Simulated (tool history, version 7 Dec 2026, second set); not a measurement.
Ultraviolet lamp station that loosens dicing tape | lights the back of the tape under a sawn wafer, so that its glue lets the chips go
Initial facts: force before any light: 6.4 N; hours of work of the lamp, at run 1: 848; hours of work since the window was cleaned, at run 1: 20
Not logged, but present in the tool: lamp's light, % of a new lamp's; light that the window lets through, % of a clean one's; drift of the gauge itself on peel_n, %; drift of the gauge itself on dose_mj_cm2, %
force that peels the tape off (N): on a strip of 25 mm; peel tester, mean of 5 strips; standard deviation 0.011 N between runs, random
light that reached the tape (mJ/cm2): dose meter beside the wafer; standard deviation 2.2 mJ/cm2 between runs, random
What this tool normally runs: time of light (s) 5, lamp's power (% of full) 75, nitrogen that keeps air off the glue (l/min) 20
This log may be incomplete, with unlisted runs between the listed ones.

| run | hour | time of light (s) | lamp's power (% of full) | nitrogen that keeps air off the glue (l/min) | hours of work of the lamp | hours of work since the window was cleaned | force that peels the tape off (N) | light that reached the tape (mJ/cm2) |
|---|---|---|---|---|---|---|---|---|
| 1 | 0.0 | 5 | 75 | 20 | 848 | 20 | 0.858 | 147 |
| 2 | 65.1 | 5 | 75 | 20 | 896 | 68 | 0.919 | 137 |
| 3 | 128.4 | 5 | 75 | 20 | 943 | 115 | 1.026 | 135 |
| 4 | 162.6 | 5 | 75 | 20 | 968 | 140 | 1.040 | 132 |
| 5 | 195.5 | 5 | 75 | 20 | 992 | 164 | 1.068 | 129 |
| 6 | 238.3 | 5 | 75 | 20 | 1024 | 196 | 1.119 | 126 |
| 7 | 278.0 | 5 | 75 | 20 | 1053 | 225 | 1.143 | 125 |
|  | 299.6 | window cleaned of glue's vapour |
| 8 | 312.2 | 5 | 75 | 20 | 1078 | 9 | 0.970 | 136 |
| 9 | 341.9 | 3 | 75 | 20 | 1100 | 31 | 2.158 | 80 |
| 10 | 378.1 | 3 | 75 | 20 | 1127 | 58 | 2.057 | 79 |
| 11 | 416.2 | 3 | 76 | 20 | 1155 | 86 | 2.115 | 76 |
| 12 | 444.2 | 3 | 76 | 20 | 1176 | 107 | 2.160 | 76 |
| 13 | 498.8 | 6 | 75 | 20 | 1216 | 147 | 0.887 | 147 |
| 14 | 549.0 | 7 | 75 | 20 | 1253 | 184 | 0.700 | 164 |
| 15 | 612.1 | 7 | 75 | 20 | 1299 | 231 | 0.744 | 158 |
|  | 623.5 | window cleaned of glue's vapour |
| 16 | 649.9 | 5 | 75 | 20 | 1327 | 19 | 1.159 | 126 |
| 17 | 677.6 | 3 | 75 | 12 | 1347 | 40 | 2.760 | 71 |
| 18 | 726.9 | 2 | 89 | 8 | 1384 | 76 | 3.439 | 56 |

Expected results for the next run?
| 19 | 765.4 | 2 | 89 | 8 | 1412 | 105 | ? | ? |

{"run 19": {"force that peels the tape off (N)": 3.696, "light that reached the tape (mJ/cm2)": 53}}
With the hidden condition absent and the run-to-run variation left alone, this run would have shown force that peels the tape off (N) 2.566, light that reached the tape (mJ/cm2) 88.

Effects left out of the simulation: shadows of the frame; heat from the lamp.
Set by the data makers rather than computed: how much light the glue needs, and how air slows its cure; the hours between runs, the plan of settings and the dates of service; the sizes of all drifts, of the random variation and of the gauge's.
